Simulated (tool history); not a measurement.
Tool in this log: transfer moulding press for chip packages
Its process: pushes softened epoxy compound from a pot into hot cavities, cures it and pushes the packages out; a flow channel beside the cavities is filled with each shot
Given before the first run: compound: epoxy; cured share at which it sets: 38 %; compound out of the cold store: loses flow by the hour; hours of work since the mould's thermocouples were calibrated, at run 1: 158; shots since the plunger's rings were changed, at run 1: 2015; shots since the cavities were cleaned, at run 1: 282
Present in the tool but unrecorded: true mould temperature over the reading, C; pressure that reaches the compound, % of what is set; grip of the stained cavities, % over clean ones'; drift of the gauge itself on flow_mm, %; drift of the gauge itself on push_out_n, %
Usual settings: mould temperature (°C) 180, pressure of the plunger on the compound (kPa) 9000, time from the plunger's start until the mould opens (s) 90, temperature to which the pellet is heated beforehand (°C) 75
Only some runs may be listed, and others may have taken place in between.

run     day  mould temperature (°C)  pressure of the plunger on the compound (kPa)  time from the plunger's start until the mould opens (s)  temperature to which the pellet is heated beforehand (°C)  hours of work since the mould's thermocouples were calibrated  shots since the plunger's rings were changed  shots since the cavities were cleaned  incoming compound's hours out of the cold store  length that the compound runs in the flow channel (mm)  greatest force on the pins that push the packages out (N)
  1   0.000                     180                                           9000                                                       90                                                         75                                                            158                                          2015                                    282                                             28.3                                                     709                                                        932
  2   1.167                     180                                           9000                                                       90                                                         75                                                            175                                          2343                                    610                                             33.6                                                     704                                                       1097
      1.633  -- cavities cleaned with cleaning compound and waxed
      2.508  -- plunger's sealing rings changed
  3   2.508                     180                                           9000                                                       71                                                         75                                                            192                                             0                                    216                                             14.9                                                     754                                                       1620
  4   3.433                     180                                           9000                                                       71                                                         75                                                            205                                           261                                    477                                             29.4                                                     720                                                       1907
      4.421  -- cavities cleaned with cleaning compound and waxed
  5   5.208                     180                                           9000                                                       90                                                         72                                                            229                                           743                                    223                                             30.2                                                     711                                                        862
      6.983  -- cavities cleaned with cleaning compound and waxed
  6   7.046                     180                                           9000                                                       90                                                         75                                                            255                                          1242                                     18                                             21.9                                                     724                                                        660
  7   8.042                     180                                           9000                                                       90                                                         75                                                            269                                          1522                                    298                                             23.3                                                     723                                                        908
  8   9.221                     180                                           9000                                                       90                                                         75                                                            286                                          1854                                    630                                             38.7                                                     685                                                       1083
      9.608  -- cavities cleaned with cleaning compound and waxed
  9  11.079                     180                                           9000                                                       90                                                         75                                                            312                                          2360                                    414                                             24.9                                                     715                                                        929
     12.142  -- cavities cleaned with cleaning compound and waxed
 10  12.142                     180                                           9000                                                       90                                                         75                                                            326                                          2641                                      0                                             21.6                                                     719                                                        645
     12.358  -- plunger's sealing rings changed
 11  13.783                     180                                           9000                                                       90                                                         75                                                            348                                           401                                    433                                             34.2                                                     710                                                        948
     14.871  -- cavities cleaned with cleaning compound and waxed
 12  15.725                     180                                           9000                                                       90                                                         82                                                            375                                           930                                    240                                             39.8                                                     695                                                        820
     17.425  -- cavities cleaned with cleaning compound and waxed
 13  17.658                     180                                           9000                                                       84                                                         75                                                            402                                          1457                                     66                                             44.1                                                     685                                                        818

Run 14 comes next. What will it give?
 14  18.708                     179                                           8240                                                       90                                                         71                                                            417                                          1752                                    361                                             41.9                                                       ?                                                          ?

Run 14 measured length that the compound runs in the flow channel (mm) 658, greatest force on the pins that push the packages out (N) 1000.
Without the tool's hidden state the same run would have given length that the compound runs in the flow channel (mm) 672, greatest force on the pins that push the packages out (N) 700.
